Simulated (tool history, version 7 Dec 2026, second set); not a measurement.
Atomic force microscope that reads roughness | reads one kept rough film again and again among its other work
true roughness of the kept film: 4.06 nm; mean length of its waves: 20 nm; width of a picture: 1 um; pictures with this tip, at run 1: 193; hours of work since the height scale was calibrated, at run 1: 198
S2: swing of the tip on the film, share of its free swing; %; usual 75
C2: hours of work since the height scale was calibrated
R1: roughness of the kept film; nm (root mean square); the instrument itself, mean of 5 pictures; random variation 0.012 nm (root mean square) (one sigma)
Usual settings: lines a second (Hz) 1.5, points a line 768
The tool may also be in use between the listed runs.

run 1 hour=0 | lines_a_second_(Hz)=1.5 S2=75 points_a_line=768 | pictures_with_this_tip=193 C2=198 | R1=1.747
run 2 hour=5.1 | lines_a_second_(Hz)=1.5 S2=75 points_a_line=768 | pictures_with_this_tip=200 C2=201 | R1=1.707
run 3 hour=11.6 | lines_a_second_(Hz)=1.5 S2=75 points_a_line=768 | pictures_with_this_tip=209 C2=205 | R1=1.687
-- hour=19.6 new tip fitted
run 4 hour=20.5 | lines_a_second_(Hz)=1.5 S2=75 points_a_line=768 | pictures_with_this_tip=2 C2=209 | R1=2.873
run 5 hour=28.3 | lines_a_second_(Hz)=1.5 S2=75 points_a_line=768 | pictures_with_this_tip=12 C2=214 | R1=2.762
-- hour=29.8 height scale calibrated on a step standard
run 6 hour=34.5 | lines_a_second_(Hz)=1.5 S2=75 points_a_line=768 | pictures_with_this_tip=19 C2=3 | R1=2.728
run 7 hour=38.5 | lines_a_second_(Hz)=1.5 S2=75 points_a_line=768 | pictures_with_this_tip=24 C2=5 | R1=2.664
run 8 hour=42.9 | lines_a_second_(Hz)=2.32 S2=75 points_a_line=581 | pictures_with_this_tip=30 C2=7 | R1=2.535
-- hour=49.8 height scale calibrated on a step standard, once more
run 9 hour=50.1 | lines_a_second_(Hz)=1.5 S2=80 points_a_line=548 | pictures_with_this_tip=38 C2=0 | R1=2.459
run 10 hour=59.5 | lines_a_second_(Hz)=0.56 S2=80 points_a_line=548 | pictures_with_this_tip=51 C2=6 | R1=2.516
run 11 hour=66.2 | lines_a_second_(Hz)=0.56 S2=80 points_a_line=548 | pictures_with_this_tip=60 C2=9 | R1=2.466
run 12 hour=73.9 | lines_a_second_(Hz)=1.5 S2=73 points_a_line=621 | pictures_with_this_tip=70 C2=14 | R1=2.338
run 13 hour=79.3 | lines_a_second_(Hz)=1.14 S2=73 points_a_line=621 | pictures_with_this_tip=77 C2=17 | R1=2.333
run 14 hour=86.7 | lines_a_second_(Hz)=1.14 S2=73 points_a_line=621 | pictures_with_this_tip=87 C2=21 | R1=2.263

Measured less the same run without the tool's hidden state. The same run-to-run variation is in both; the gauge's scatter may not be:
The hidden state here: radius of the tip, nm; height scale over the true one, %; drift of the gauge itself on roughness_nm, %.
run=1 R1=-1.163
run=2 R1=-1.179
run=3 R1=-1.212
run=4 R1=-0.017
run=5 R1=-0.12
run=6 R1=-0.173
run=7 R1=-0.22
run=8 R1=-0.257
run=9 R1=-0.36
run=10 R1=-0.483
run=11 R1=-0.549
run=12 R1=-0.596
run=13 R1=-0.652
run=14 R1=-0.712

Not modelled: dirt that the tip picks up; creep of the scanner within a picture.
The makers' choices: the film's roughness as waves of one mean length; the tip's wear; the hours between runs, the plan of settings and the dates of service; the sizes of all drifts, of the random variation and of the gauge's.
